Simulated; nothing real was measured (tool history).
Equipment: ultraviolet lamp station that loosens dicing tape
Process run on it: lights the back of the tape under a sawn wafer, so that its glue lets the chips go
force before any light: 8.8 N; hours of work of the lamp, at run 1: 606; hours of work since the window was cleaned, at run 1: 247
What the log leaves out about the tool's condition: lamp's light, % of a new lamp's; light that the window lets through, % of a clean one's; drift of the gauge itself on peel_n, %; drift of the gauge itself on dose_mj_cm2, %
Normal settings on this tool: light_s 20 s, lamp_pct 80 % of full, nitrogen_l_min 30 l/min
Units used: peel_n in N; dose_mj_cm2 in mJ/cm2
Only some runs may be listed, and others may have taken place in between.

| run | hour | light_s | lamp_pct | nitrogen_l_min | hours of work of the lamp | hours of work since the window was cleaned | peel_n | dose_mj_cm2 |
|---|---|---|---|---|---|---|---|---|
| 1 | 0.0 | 20 | 80 | 30 | 606 | 247 | 0.638 | 497 |
| 2 | 14.2 | 20 | 80 | 30 | 617 | 258 | 0.640 | 500 |
| 3 | 24.2 | 20 | 80 | 30 | 625 | 265 | 0.630 | 499 |
| 4 | 41.1 | 20 | 97 | 30 | 638 | 279 | 0.399 | 602 |
| 5 | 59.4 | 20 | 97 | 30 | 652 | 293 | 0.401 | 605 |
| 6 | 71.0 | 20 | 90 | 30 | 661 | 302 | 0.478 | 564 |
| 7 | 85.0 | 20 | 80 | 30 | 672 | 313 | 0.633 | 497 |
| 8 | 96.5 | 20 | 67 | 30 | 681 | 321 | 0.907 | 412 |
| 9 | 107.1 | 20 | 67 | 30 | 689 | 330 | 0.915 | 416 |
| 10 | 127.5 | 20 | 67 | 30 | 705 | 345 | 0.916 | 415 |
| 11 | 137.8 | 20 | 67 | 30 | 713 | 353 | 0.917 | 419 |
| 12 | 149.7 | 20 | 80 | 14 | 722 | 363 | 1.251 | 498 |
| 13 | 164.8 | 20 | 80 | 14 | 734 | 374 | 1.264 | 505 |
|  | 171.0 | window cleaned of glue's vapour |
| 14 | 181.1 | 20 | 80 | 14 | 746 | 8 | 1.237 | 500 |
| 15 | 196.3 | 20 | 80 | 14 | 758 | 20 | 1.233 | 501 |
| 16 | 217.8 | 20 | 80 | 30 | 774 | 36 | 0.631 | 503 |
| 17 | 230.7 | 25 | 80 | 30 | 784 | 46 | 0.363 | 628 |
| 18 | 251.5 | 33 | 80 | 12 | 801 | 62 | 0.499 | 834 |
| 19 | 272.8 | 33 | 80 | 12 | 817 | 79 | 0.499 | 824 |
| 20 | 285.8 | 33 | 80 | 12 | 827 | 89 | 0.508 | 819 |
| 21 | 300.8 | 16 | 72 | 12 | 839 | 101 | 2.305 | 363 |
| 22 | 322.1 | 20 | 89 | 10 | 855 | 117 | 1.348 | 555 |
| 23 | 334.0 | 20 | 89 | 10 | 864 | 126 | 1.344 | 559 |
| 24 | 348.6 | 20 | 66 | 17 | 876 | 138 | 1.546 | 419 |
| 25 | 368.1 | 29 | 66 | 13 | 891 | 153 | 0.940 | 600 |
| 26 | 379.7 | 29 | 66 | 13 | 900 | 162 | 0.951 | 596 |
| 27 | 399.8 | 29 | 66 | 13 | 915 | 177 | 0.924 | 594 |
| 28 | 415.1 | 16 | 62 | 13 | 927 | 189 | 2.764 | 310 |
| 29 | 436.5 | 16 | 62 | 13 | 944 | 206 | 2.599 | 307 |
| 30 | 457.4 | 16 | 62 | 13 | 960 | 222 | 2.641 | 310 |
| 31 | 469.2 | 16 | 62 | 13 | 969 | 231 | 2.649 | 311 |
| 32 | 489.3 | 37 | 95 | 16 | 985 | 247 | 0.190 | 1101 |
| 33 | 501.5 | 19 | 65 | 39 | 994 | 256 | 0.889 | 387 |

4 ways to go on from here, each from the tool as it stands after run 33. What would each give?
| A | 515.8 | 32 | 87 | 19 | 1005 | 267 | ? | ? |
| B | 515.8 | 21 | 80 | 30 | 1005 | 267 | ? | ? |
| C | 515.8 | 20 | 80 | 41 | 1005 | 267 | ? | ? |
| D | 515.8 | 26 | 65 | 11 | 1005 | 267 | ? | ? |

| run | peel_n | dose_mj_cm2 |
|---|---|---|
| A | 0.277 | 876 |
| B | 0.575 | 531 |
| C | 0.476 | 501 |
| D | 1.444 | 536 |
Take away the tool's hidden state, keep each run's random variation, and the runs would have read:
| run | peel_n | dose_mj_cm2 |
|---|---|---|
| A | 0.276 | 878 |
| B | 0.572 | 532 |
| C | 0.474 | 502 |
| D | 1.439 | 537 |
